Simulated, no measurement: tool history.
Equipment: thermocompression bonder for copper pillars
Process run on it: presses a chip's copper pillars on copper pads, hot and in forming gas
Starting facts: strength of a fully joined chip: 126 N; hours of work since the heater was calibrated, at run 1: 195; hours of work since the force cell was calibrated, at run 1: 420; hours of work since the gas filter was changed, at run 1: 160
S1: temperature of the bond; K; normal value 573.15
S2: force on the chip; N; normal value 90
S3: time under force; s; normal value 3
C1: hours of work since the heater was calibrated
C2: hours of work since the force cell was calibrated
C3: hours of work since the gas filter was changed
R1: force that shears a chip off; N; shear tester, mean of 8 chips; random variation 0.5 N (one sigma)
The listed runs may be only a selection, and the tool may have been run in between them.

run 1 hour=0.0 | S1=573.15 S2=90 S3=3 | C1=195 C2=420 C3=160 | R1=93.7
run 2 hour=32.4 | S1=573.15 S2=90 S3=3 | C1=214 C2=439 C3=179 | R1=93.7
run 3 hour=54.0 | S1=573.15 S2=90 S3=3 | C1=227 C2=452 C3=192 | R1=92.3
-- hour=78.2 forming gas filter changed
run 4 hour=78.5 | S1=573.15 S2=90 S3=3 | C1=242 C2=467 C3=0 | R1=98.1
run 5 hour=112.2 | S1=573.15 S2=90 S3=3 | C1=262 C2=487 C3=21 | R1=98.5
run 6 hour=128.0 | S1=573.15 S2=90 S3=3 | C1=272 C2=497 C3=30 | R1=97.7
run 7 hour=149.2 | S1=573.15 S2=90 S3=3 | C1=284 C2=509 C3=43 | R1=98.1
run 8 hour=172.6 | S1=573.15 S2=90 S3=3 | C1=299 C2=524 C3=57 | R1=98.4
run 9 hour=206.3 | S1=573.15 S2=90 S3=3 | C1=319 C2=544 C3=77 | R1=97.5
run 10 hour=230.4 | S1=573.15 S2=135 S3=3 | C1=333 C2=558 C3=92 | R1=115.1
run 11 hour=246.4 | S1=573.15 S2=134 S3=3 | C1=343 C2=568 C3=101 | R1=114.0
run 12 hour=275.7 | S1=573.15 S2=90 S3=3 | C1=361 C2=586 C3=119 | R1=97.3
run 13 hour=308.6 | S1=573.15 S2=90 S3=3 | C1=380 C2=606 C3=139 | R1=97.5
run 14 hour=333.6 | S1=573.15 S2=90 S3=3 | C1=396 C2=621 C3=154 | R1=97.4
run 15 hour=363.4 | S1=573.15 S2=90 S3=3 | C1=414 C2=639 C3=172 | R1=97.1
run 16 hour=387.3 | S1=573.15 S2=90 S3=3 | C1=428 C2=653 C3=186 | R1=96.6
run 17 hour=407.3 | S1=573.15 S2=90 S3=3 | C1=440 C2=665 C3=198 | R1=96.1
-- hour=421.1 forming gas filter changed
run 18 hour=430.0 | S1=573.15 S2=90 S3=3 | C1=453 C2=678 C3=5 | R1=101.0
run 19 hour=449.2 | S1=551.15 S2=90 S3=3 | C1=465 C2=690 C3=17 | R1=84.3
run 20 hour=473.0 | S1=575.15 S2=90 S3=3 | C1=479 C2=704 C3=31 | R1=102.3
run 21 hour=499.6 | S1=558.15 S2=55 S3=3 | C1=495 C2=720 C3=47 | R1=58.5
run 22 hour=519.8 | S1=558.15 S2=55 S3=3 | C1=507 C2=733 C3=60 | R1=59.8
run 23 hour=556.2 | S1=558.15 S2=55 S3=3 | C1=529 C2=754 C3=81 | R1=59.5
run 24 hour=573.3 | S1=566.15 S2=90 S3=3 | C1=540 C2=765 C3=92 | R1=96.1
run 25 hour=588.7 | S1=566.15 S2=90 S3=8 | C1=549 C2=774 C3=101 | R1=112.0

Run 26 has not been measured yet. What should we expect?
run 26 hour=610.3 | S1=575.15 S2=124 S3=5 | C1=562 C2=787 C3=114 | R1=?

Run 26 measured R1 118.4 N.
Without the tool's hidden state the same run would have given R1 118.1 N.
